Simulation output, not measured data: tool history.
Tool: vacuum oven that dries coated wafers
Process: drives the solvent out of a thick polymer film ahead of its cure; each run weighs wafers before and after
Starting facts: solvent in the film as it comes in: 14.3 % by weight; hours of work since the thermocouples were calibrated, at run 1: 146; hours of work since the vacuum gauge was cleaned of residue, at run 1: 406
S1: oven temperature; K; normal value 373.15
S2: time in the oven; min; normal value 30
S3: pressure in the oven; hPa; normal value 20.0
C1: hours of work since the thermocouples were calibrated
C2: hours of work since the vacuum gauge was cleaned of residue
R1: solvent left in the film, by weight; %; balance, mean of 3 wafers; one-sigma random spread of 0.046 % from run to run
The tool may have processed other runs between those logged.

run,hour,S1,S2,S3,C1,C2,R1
1,0.0,373.15,30,20.0,146,406,3.39
2,7.5,373.15,30,20.0,149,409,3.48
3,18.7,373.15,30,20.0,154,414,3.45
4,30.5,373.15,30,20.0,159,419,3.42
5,42.0,373.15,24,20.0,165,425,4.03
6,53.5,373.15,30,20.0,170,430,3.45
7,61.5,373.15,30,20.0,173,433,3.47
8,71.7,373.15,30,20.0,178,438,3.39
9,80.4,373.15,30,20.0,182,442,3.53
10,88.7,373.15,30,20.0,185,445,3.43
11,100.7,373.15,30,20.0,191,451,3.41
12,106.9,373.15,30,20.0,193,453,3.50
13,112.1,364.15,30,20.0,196,456,5.45
14,122.9,364.15,30,20.0,200,460,5.53
15,133.3,373.15,30,20.0,205,465,3.50
16,144.0,373.15,30,20.0,210,470,3.48
17,150.0,373.15,30,20.0,212,472,3.47
18,159.6,373.15,30,20.0,217,477,3.52
19,167.5,373.15,30,27.7,220,480,4.45
20,179.2,373.15,30,27.7,225,485,4.37
21,186.3,373.15,30,20.0,229,488,3.56
22,195.0,380.15,30,20.0,232,492,2.47
23,206.6,380.15,30,20.0,237,497,2.49
24,213.6,373.15,30,20.0,241,501,3.55
25,224.7,373.15,30,48.8,246,505,6.97
26,236.7,373.15,27,63.8,251,511,9.07
# hour 239.3: oven's thermocouples calibrated
27,248.5,373.15,27,63.8,4,515,9.26
28,253.6,373.15,27,63.8,6,517,8.97
29,260.5,383.15,26,63.8,9,520,6.19
30,268.0,363.15,42,23.7,13,524,5.65
31,279.0,377.15,36,68.8,18,529,8.09
# hour 282.9: oven's thermocouples calibrated, once more
32,291.8,377.15,36,68.8,4,533,7.80
33,303.6,377.15,36,68.8,9,539,7.82
34,310.6,373.15,30,46.1,12,542,6.47
35,319.9,373.15,17,40.1,16,546,7.00
36,325.7,368.15,15,25.0,19,549,6.92
37,337.3,368.15,17,25.0,24,554,6.44
38,346.8,368.15,17,25.0,28,558,6.50
39,352.6,386.15,24,29.5,31,560,2.79
40,363.6,366.15,30,33.7,36,565,6.72
41,371.5,373.15,25,16.0,39,569,3.32
42,378.0,373.15,25,16.0,42,572,3.34
43,383.2,375.15,33,16.0,44,574,2.44
44,391.2,377.15,53,35.1,48,578,4.07
45,399.3,370.15,22,35.0,52,581,6.48
46,409.2,370.15,48,40.1,56,586,6.01
47,419.8,369.15,30,57.1,61,590,9.17
48,427.3,369.15,30,57.1,64,594,9.24

Across each entry between runs, compare the hidden state at the last listed run before it with the hidden state at the first listed run after it:
From run 26 to run 27: oven's thermocouples calibrated (hour 239.3)
  true wafer temperature over the reading, C: -1.01 -> -1.46; true pressure over the reading, kPa: 0.151 -> 0.152
  measured less the result without the state, R1: +0.51 -> +0.66 %
From run 31 to run 32: oven's thermocouples calibrated, once more (hour 282.9)
  true wafer temperature over the reading, C: -1.48 -> -0.08; true pressure over the reading, kPa: 0.156 -> 0.157
  measured less the result without the state, R1: +0.59 -> +0.20 %
